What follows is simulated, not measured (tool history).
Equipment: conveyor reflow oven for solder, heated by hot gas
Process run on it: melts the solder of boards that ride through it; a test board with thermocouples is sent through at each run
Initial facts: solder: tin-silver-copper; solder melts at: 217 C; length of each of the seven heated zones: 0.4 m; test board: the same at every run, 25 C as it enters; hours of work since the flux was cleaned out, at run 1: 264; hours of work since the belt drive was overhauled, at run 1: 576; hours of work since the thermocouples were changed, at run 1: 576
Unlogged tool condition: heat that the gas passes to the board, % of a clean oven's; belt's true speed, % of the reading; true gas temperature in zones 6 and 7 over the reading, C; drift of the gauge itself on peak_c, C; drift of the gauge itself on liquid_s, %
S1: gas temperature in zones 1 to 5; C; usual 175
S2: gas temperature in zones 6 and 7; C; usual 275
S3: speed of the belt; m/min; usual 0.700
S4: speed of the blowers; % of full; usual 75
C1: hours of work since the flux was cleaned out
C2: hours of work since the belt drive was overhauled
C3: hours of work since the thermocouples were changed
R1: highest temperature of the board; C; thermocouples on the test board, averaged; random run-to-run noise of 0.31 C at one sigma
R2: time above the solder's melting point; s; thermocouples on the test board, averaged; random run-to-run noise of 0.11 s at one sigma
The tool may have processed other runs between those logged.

run	hour	S1	S2	S3	S4	C1	C2	C3	R1	R2
1	0.0	175	275	0.700	75	264	576	576	261.8	58.4
2	66.4	175	275	0.700	75	316	628	628	261.0	58.0
3	107.3	175	275	0.700	75	348	660	660	260.9	58.0
4	149.1	175	275	0.700	75	380	693	693	260.5	58.1
5	221.9	175	275	0.700	75	437	750	750	260.8	57.9
# hour 272.3: flux residue cleaned out of gas plates and filters
6	302.3	175	275	0.700	75	23	809	809	262.0	59.1
7	359.3	175	275	0.700	75	68	853	853	261.5	58.7
8	397.1	175	275	0.700	75	98	883	883	261.3	58.9
9	474.5	175	275	0.700	75	158	943	943	261.3	58.7
10	521.6	175	275	0.700	75	195	980	980	260.5	58.7
# hour 557.6: thermocouples of zones 6 and 7 changed
# hour 567.5: belt drive overhauled, speed set with a stopwatch
11	591.1	175	275	0.700	75	245	18	23	262.4	58.1
12	640.9	175	275	0.700	75	284	57	62	263.0	58.1
13	707.2	175	275	0.700	75	335	109	114	262.0	57.9
14	772.7	187	275	0.601	80	387	160	165	266.8	74.8
15	823.6	162	273	0.700	75	427	200	205	257.7	52.2
16	863.5	162	266	0.575	75	458	232	236	256.2	64.3
# hour 881.9: flux residue cleaned out of gas plates and filters
17	954.9	162	266	0.575	75	57	299	304	257.8	66.3
18	1003.5	186	275	0.789	75	95	337	342	260.9	54.1
19	1095.6	175	288	0.663	75	167	409	414	276.0	67.7
20	1168.9	183	288	0.564	75	224	467	471	279.4	83.5
21	1244.2	175	286	0.562	75	283	525	530	277.1	80.7
22	1327.6	178	286	0.576	76	349	591	595	276.1	79.5
23	1409.0	178	286	0.576	76	412	654	659	275.8	79.5

Hidden condition of the tool, last listed run before each entry between runs versus first listed run after:
Between runs 5 and 6: flux residue cleaned out of gas plates and filters (hour 272.3)
  heat that the gas passes to the board, % of a clean oven's: 87.9 -> 98.3; belt's true speed, % of the reading: 98.73 -> 98.61; true gas temperature in zones 6 and 7 over the reading, C: -2.69 -> -2.88
  measured value less the no-hidden-state value, R1: -4.4 -> -2.6 C; R2: -1.5 -> -0.3 s
Between runs 10 and 11: thermocouples of zones 6 and 7 changed (hour 557.6); belt drive overhauled, speed set with a stopwatch (hour 567.5)
  heat that the gas passes to the board, % of a clean oven's: 93.7 -> 92.5; belt's true speed, % of the reading: 98.29 -> 100.11; true gas temperature in zones 6 and 7 over the reading, C: -3.43 -> -0.77
  measured value less the no-hidden-state value, R1: -3.9 -> -2.1 C; R2: -0.8 -> -1.2 s
Between runs 16 and 17: flux residue cleaned out of gas plates and filters (hour 881.9)
  heat that the gas passes to the board, % of a clean oven's: 87.3 -> 98.4; belt's true speed, % of the reading: 99.69 -> 99.56; true gas temperature in zones 6 and 7 over the reading, C: -1.51 -> -1.73
  measured value less the no-hidden-state value, R1: -3.3 -> -1.8 C; R2: -2.5 -> -0.8 s

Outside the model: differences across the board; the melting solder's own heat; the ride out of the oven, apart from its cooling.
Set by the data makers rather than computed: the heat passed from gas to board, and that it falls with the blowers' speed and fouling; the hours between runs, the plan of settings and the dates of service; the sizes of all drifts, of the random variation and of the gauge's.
